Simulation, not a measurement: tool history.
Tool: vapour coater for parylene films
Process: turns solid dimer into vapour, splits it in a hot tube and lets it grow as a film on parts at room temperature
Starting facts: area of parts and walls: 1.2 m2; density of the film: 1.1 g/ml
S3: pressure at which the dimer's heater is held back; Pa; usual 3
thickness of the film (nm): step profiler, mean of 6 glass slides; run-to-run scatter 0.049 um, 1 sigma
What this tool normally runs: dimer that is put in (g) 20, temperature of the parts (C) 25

run 1 hour=0 | dimer_that_is_put_in_(g)=20 temperature_of_the_parts_(C)=25 S3=3 | thickness_of_the_film_(nm)=10630
run 2 hour=42 | dimer_that_is_put_in_(g)=20 temperature_of_the_parts_(C)=18 S3=3 | thickness_of_the_film_(nm)=11910
-- hour=63.8 trap's valve overhauled
run 3 hour=78.2 | dimer_that_is_put_in_(g)=20 temperature_of_the_parts_(C)=19 S3=3 | thickness_of_the_film_(nm)=11510
run 4 hour=106.6 | dimer_that_is_put_in_(g)=20 temperature_of_the_parts_(C)=19 S3=3 | thickness_of_the_film_(nm)=11400
run 5 hour=147.6 | dimer_that_is_put_in_(g)=20 temperature_of_the_parts_(C)=25 S3=3 | thickness_of_the_film_(nm)=10320
run 6 hour=179.5 | dimer_that_is_put_in_(g)=20 temperature_of_the_parts_(C)=25 S3=3 | thickness_of_the_film_(nm)=10290
run 7 hour=199.7 | dimer_that_is_put_in_(g)=20 temperature_of_the_parts_(C)=25 S3=3 | thickness_of_the_film_(nm)=10260
run 8 hour=241.4 | dimer_that_is_put_in_(g)=20 temperature_of_the_parts_(C)=25 S3=3 | thickness_of_the_film_(nm)=10250
run 9 hour=260 | dimer_that_is_put_in_(g)=20 temperature_of_the_parts_(C)=25 S3=3 | thickness_of_the_film_(nm)=10100
-- hour=271 trap's valve overhauled, once more
run 10 hour=296 | dimer_that_is_put_in_(g)=20 temperature_of_the_parts_(C)=25 S3=3 | thickness_of_the_film_(nm)=10990
run 11 hour=338.6 | dimer_that_is_put_in_(g)=32 temperature_of_the_parts_(C)=25 S3=3 | thickness_of_the_film_(nm)=17550
run 12 hour=370.9 | dimer_that_is_put_in_(g)=32 temperature_of_the_parts_(C)=25 S3=3 | thickness_of_the_film_(nm)=17480
run 13 hour=409.1 | dimer_that_is_put_in_(g)=32 temperature_of_the_parts_(C)=25 S3=3 | thickness_of_the_film_(nm)=17470
run 14 hour=442 | dimer_that_is_put_in_(g)=32 temperature_of_the_parts_(C)=25 S3=3 | thickness_of_the_film_(nm)=17360
run 15 hour=468.3 | dimer_that_is_put_in_(g)=20 temperature_of_the_parts_(C)=25 S3=3 | thickness_of_the_film_(nm)=10910
run 16 hour=498.3 | dimer_that_is_put_in_(g)=20 temperature_of_the_parts_(C)=25 S3=3 | thickness_of_the_film_(nm)=10820
run 17 hour=535 | dimer_that_is_put_in_(g)=20 temperature_of_the_parts_(C)=18 S3=3 | thickness_of_the_film_(nm)=12210
run 18 hour=576.2 | dimer_that_is_put_in_(g)=20 temperature_of_the_parts_(C)=18 S3=3 | thickness_of_the_film_(nm)=12250
run 19 hour=599.8 | dimer_that_is_put_in_(g)=20 temperature_of_the_parts_(C)=18 S3=3 | thickness_of_the_film_(nm)=12060
run 20 hour=633.1 | dimer_that_is_put_in_(g)=20 temperature_of_the_parts_(C)=18 S3=3 | thickness_of_the_film_(nm)=12140
run 21 hour=657.7 | dimer_that_is_put_in_(g)=20 temperature_of_the_parts_(C)=36 S3=3 | thickness_of_the_film_(nm)=8900
run 22 hour=696.5 | dimer_that_is_put_in_(g)=20 temperature_of_the_parts_(C)=36 S3=3.25 | thickness_of_the_film_(nm)=8780
run 23 hour=719.4 | dimer_that_is_put_in_(g)=20 temperature_of_the_parts_(C)=36 S3=3.25 | thickness_of_the_film_(nm)=8710
run 24 hour=752.4 | dimer_that_is_put_in_(g)=20 temperature_of_the_parts_(C)=25 S3=3 | thickness_of_the_film_(nm)=10660
run 25 hour=771.9 | dimer_that_is_put_in_(g)=20 temperature_of_the_parts_(C)=20 S3=8.51 | thickness_of_the_film_(nm)=9170
run 26 hour=793.5 | dimer_that_is_put_in_(g)=12 temperature_of_the_parts_(C)=25 S3=9.9 | thickness_of_the_film_(nm)=4960
run 27 hour=835.1 | dimer_that_is_put_in_(g)=12 temperature_of_the_parts_(C)=25 S3=9.9 | thickness_of_the_film_(nm)=4920
run 28 hour=870.1 | dimer_that_is_put_in_(g)=12 temperature_of_the_parts_(C)=17 S3=9.73 | thickness_of_the_film_(nm)=5630
run 29 hour=891.2 | dimer_that_is_put_in_(g)=12 temperature_of_the_parts_(C)=17 S3=9.73 | thickness_of_the_film_(nm)=5600
run 30 hour=928.4 | dimer_that_is_put_in_(g)=12 temperature_of_the_parts_(C)=17 S3=9.73 | thickness_of_the_film_(nm)=5590
run 31 hour=957.9 | dimer_that_is_put_in_(g)=17 temperature_of_the_parts_(C)=36 S3=5.74 | thickness_of_the_film_(nm)=6420
-- hour=968.9 trap's valve overhauled
run 32 hour=997.4 | dimer_that_is_put_in_(g)=13 temperature_of_the_parts_(C)=20 S3=8.85 | thickness_of_the_film_(nm)=6120
run 33 hour=1027.6 | dimer_that_is_put_in_(g)=13 temperature_of_the_parts_(C)=20 S3=8.85 | thickness_of_the_film_(nm)=6130
run 34 hour=1053.5 | dimer_that_is_put_in_(g)=13 temperature_of_the_parts_(C)=20 S3=8.85 | thickness_of_the_film_(nm)=6140
run 35 hour=1080.7 | dimer_that_is_put_in_(g)=13 temperature_of_the_parts_(C)=20 S3=2.18 | thickness_of_the_film_(nm)=8240
run 36 hour=1100.9 | dimer_that_is_put_in_(g)=18 temperature_of_the_parts_(C)=19 S3=3.2 | thickness_of_the_film_(nm)=10660
run 37 hour=1137.3 | dimer_that_is_put_in_(g)=20 temperature_of_the_parts_(C)=29 S3=3.07 | thickness_of_the_film_(nm)=10170
run 38 hour=1162.6 | dimer_that_is_put_in_(g)=18 temperature_of_the_parts_(C)=22 S3=3 | thickness_of_the_film_(nm)=10280
run 39 hour=1204.3 | dimer_that_is_put_in_(g)=18 temperature_of_the_parts_(C)=22 S3=3 | thickness_of_the_film_(nm)=10130
run 40 hour=1239.6 | dimer_that_is_put_in_(g)=13 temperature_of_the_parts_(C)=22 S3=3 | thickness_of_the_film_(nm)=7290
run 41 hour=1264.1 | dimer_that_is_put_in_(g)=13 temperature_of_the_parts_(C)=22 S3=3 | thickness_of_the_film_(nm)=7340
run 42 hour=1293 | dimer_that_is_put_in_(g)=12 temperature_of_the_parts_(C)=20 S3=4.43 | thickness_of_the_film_(nm)=6400
run 43 hour=1326.4 | dimer_that_is_put_in_(g)=12 temperature_of_the_parts_(C)=29 S3=5.74 | thickness_of_the_film_(nm)=5200
run 44 hour=1369.4 | dimer_that_is_put_in_(g)=20 temperature_of_the_parts_(C)=34 S3=2.3 | thickness_of_the_film_(nm)=9710
run 45 hour=1406.9 | dimer_that_is_put_in_(g)=19 temperature_of_the_parts_(C)=34 S3=3.52 | thickness_of_the_film_(nm)=8370
run 46 hour=1424.4 | dimer_that_is_put_in_(g)=20 temperature_of_the_parts_(C)=27 S3=5.11 | thickness_of_the_film_(nm)=9070
run 47 hour=1446 | dimer_that_is_put_in_(g)=17 temperature_of_the_parts_(C)=27 S3=9.94 | thickness_of_the_film_(nm)=6760

Some steps in thickness of the film (nm), run to run, broken into two amounts with sign: the step expected even without the hidden condition (settings, incoming material, random variation), and the rest, left for the hidden condition together with whatever gauge scatter is not in both the measured and the hidden-condition-free result:
Hidden conditions of the tool in this case: vapour lost through the trap's worn valve, %; true temperature of the parts over the reading, C; drift of the gauge itself on film_um, %.
Run 2 -> 3: temperature of the parts (C) 18 -> 19, trap's valve overhauled. thickness of the film (nm) -400: hidden state -260, all else -140.
Run 9 -> 10: trap's valve overhauled, once more. thickness of the film (nm) +890: hidden state +820, all else +70.
Run 10 -> 11: dimer that is put in (g) 20 -> 32. thickness of the film (nm) +6560: hidden state -130, all else +6690.
Run 14 -> 15: dimer that is put in (g) 32 -> 20. thickness of the film (nm) -6450: hidden state +130, all else -6580.
Run 31 -> 32: dimer that is put in (g) 17 -> 13, temperature of the parts (C) 36 -> 20, S3 5.74 -> 8.85, trap's valve overhauled. thickness of the film (nm) -300: hidden state +310, all else -610.
Run 43 -> 44: dimer that is put in (g) 12 -> 20, temperature of the parts (C) 29 -> 34, S3 5.74 -> 2.3. thickness of the film (nm) +4510: hidden state -200, all else +4710.

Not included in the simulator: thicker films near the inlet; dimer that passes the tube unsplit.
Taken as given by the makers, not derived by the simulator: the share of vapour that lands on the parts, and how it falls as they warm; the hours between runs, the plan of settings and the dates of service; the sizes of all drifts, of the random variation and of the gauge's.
